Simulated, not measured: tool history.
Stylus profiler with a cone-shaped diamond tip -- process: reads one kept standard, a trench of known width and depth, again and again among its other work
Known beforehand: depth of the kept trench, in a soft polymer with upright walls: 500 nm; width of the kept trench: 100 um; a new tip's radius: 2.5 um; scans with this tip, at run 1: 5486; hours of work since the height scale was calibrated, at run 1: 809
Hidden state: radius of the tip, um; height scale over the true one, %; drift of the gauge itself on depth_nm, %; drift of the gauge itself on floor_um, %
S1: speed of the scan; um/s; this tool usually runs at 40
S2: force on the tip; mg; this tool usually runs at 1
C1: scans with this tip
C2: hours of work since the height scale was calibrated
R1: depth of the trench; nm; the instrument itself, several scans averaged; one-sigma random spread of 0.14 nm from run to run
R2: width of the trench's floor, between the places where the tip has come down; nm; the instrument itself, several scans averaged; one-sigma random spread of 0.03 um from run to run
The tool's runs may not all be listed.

run 1 day=0 | S1=40 S2=1 | C1=5486 C2=809 | R1=504.2 R2=95800
run 2 day=2.646 | S1=40 S2=1 | C1=5659 C2=834 | R1=504.37 R2=95760
run 3 day=4.642 | S1=40 S2=1 | C1=5790 C2=853 | R1=504.29 R2=95810
run 4 day=7.204 | S1=40 S2=1 | C1=5957 C2=878 | R1=504.36 R2=95700
run 5 day=10.633 | S1=110 S2=1 | C1=6182 C2=911 | R1=504.03 R2=95450
run 6 day=14.125 | S1=110 S2=1 | C1=6410 C2=945 | R1=504.58 R2=95410
run 7 day=17.054 | S1=110 S2=1 | C1=6602 C2=973 | R1=504.06 R2=95280
run 8 day=19.912 | S1=110 S2=1 | C1=6789 C2=1001 | R1=504.41 R2=95300
run 9 day=23.396 | S1=40 S2=1 | C1=7017 C2=1034 | R1=504.59 R2=95550
run 10 day=25.333 | S1=40 S2=1 | C1=7143 C2=1053 | R1=504.18 R2=95530
run 11 day=27.742 | S1=40 S2=1 | C1=7301 C2=1076 | R1=504.41 R2=95440
run 12 day=31.462 | S1=40 S2=1 | C1=7544 C2=1112 | R1=504.6 R2=95440
run 13 day=34.221 | S1=40 S2=1 | C1=7724 C2=1138 | R1=504.61 R2=95400
run 14 day=37.088 | S1=40 S2=1.55 | C1=7912 C2=1166 | R1=505.58 R2=95470
run 15 day=39.146 | S1=40 S2=0.69 | C1=8047 C2=1186 | R1=503.88 R2=95300
run 16 day=42.725 | S1=40 S2=1 | C1=8281 C2=1220 | R1=504.54 R2=95330
run 17 day=45.462 | S1=40 S2=1 | C1=8460 C2=1247 | R1=504.72 R2=95280
run 18 day=47.962 | S1=40 S2=1 | C1=8623 C2=1271 | R1=504.68 R2=95270
run 19 day=51.758 | S1=40 S2=1 | C1=8872 C2=1307 | R1=504.68 R2=95280
run 20 day=55.358 | S1=40 S2=1 | C1=9107 C2=1342 | R1=504.47 R2=95180
-- day=56.121 new tip fitted, height scale calibrated
run 21 day=57.321 | S1=40 S2=1 | C1=79 C2=12 | R1=503.24 R2=96910
run 22 day=60.179 | S1=40 S2=1 | C1=266 C2=39 | R1=503.44 R2=96850
run 23 day=63.708 | S1=27 S2=1 | C1=497 C2=73 | R1=503.38 R2=96780
run 24 day=67.175 | S1=28 S2=0.42 | C1=723 C2=107 | R1=501.89 R2=96700
run 25 day=70.929 | S1=25 S2=2.89 | C1=969 C2=143 | R1=506.57 R2=96780
run 26 day=74.775 | S1=35 S2=1.95 | C1=1220 C2=180 | R1=505.44 R2=96640
run 27 day=77.375 | S1=35 S2=0.42 | C1=1390 C2=205 | R1=501.95 R2=96480
run 28 day=78.95 | S1=140 S2=0.71 | C1=1493 C2=220 | R1=502.88 R2=96030
run 29 day=82.083 | S1=140 S2=0.71 | C1=1699 C2=250 | R1=502.76 R2=95990
run 30 day=84.533 | S1=140 S2=0.71 | C1=1859 C2=274 | R1=502.82 R2=96010
run 31 day=87.771 | S1=69 S2=0.71 | C1=2070 C2=305 | R1=502.86 R2=96320
run 32 day=89.825 | S1=159 S2=1.36 | C1=2205 C2=325 | R1=504.4 R2=96030
run 33 day=92.583 | S1=71 S2=0.38 | C1=2385 C2=351 | R1=502.07 R2=96090
run 34 day=95.017 | S1=20 S2=1.21 | C1=2544 C2=375 | R1=503.78 R2=96460
run 35 day=96.671 | S1=29 S2=0.83 | C1=2652 C2=391 | R1=502.91 R2=96310
run 36 day=99.054 | S1=29 S2=0.83 | C1=2808 C2=414 | R1=503.21 R2=96330
run 37 day=100.821 | S1=18 S2=0.88 | C1=2924 C2=431 | R1=503.38 R2=96310
run 38 day=102.692 | S1=18 S2=0.51 | C1=3046 C2=449 | R1=502.47 R2=96270
run 39 day=106.271 | S1=18 S2=0.51 | C1=3280 C2=483 | R1=502.45 R2=96220
run 40 day=108.233 | S1=18 S2=0.51 | C1=3409 C2=502 | R1=502.62 R2=96190
run 41 day=110.812 | S1=18 S2=0.51 | C1=3577 C2=527 | R1=502.37 R2=96160
run 42 day=114.058 | S1=68 S2=1.97 | C1=3790 C2=558 | R1=505.74 R2=96060
run 43 day=117.4 | S1=51 S2=1 | C1=4008 C2=591 | R1=503.71 R2=96060
run 44 day=120.846 | S1=51 S2=1 | C1=4234 C2=624 | R1=503.82 R2=95970
run 45 day=123.788 | S1=51 S2=1 | C1=4426 C2=652 | R1=503.86 R2=95940
run 46 day=126.525 | S1=104 S2=0.9 | C1=4605 C2=679 | R1=503.59 R2=95660

What if the next run were any one of these 5? Each begins from the tool's condition after run 46:
run A day=130.117 | S1=27 S2=0.34 | C1=4840 C2=713 | R1=? R2=?
run B day=130.117 | S1=83 S2=1.05 | C1=4840 C2=713 | R1=? R2=?
run C day=130.117 | S1=54 S2=0.36 | C1=4840 C2=713 | R1=? R2=?
run D day=130.117 | S1=35 S2=1.29 | C1=4840 C2=713 | R1=? R2=?
run E day=130.117 | S1=31 S2=0.45 | C1=4840 C2=713 | R1=? R2=?

run=A R1=502.19 R2=95860
run=B R1=504.24 R2=95700
run=C R1=502.3 R2=95730
run=D R1=504.37 R2=95950
run=E R1=502.59 R2=95860
With the hidden condition removed and each run's random variation left untouched, the same runs would have given:
run=A R1=501.46 R2=96820
run=B R1=503.5 R2=96650
run=C R1=501.57 R2=96680
run=D R1=503.64 R2=96900
run=E R1=501.85 R2=96810
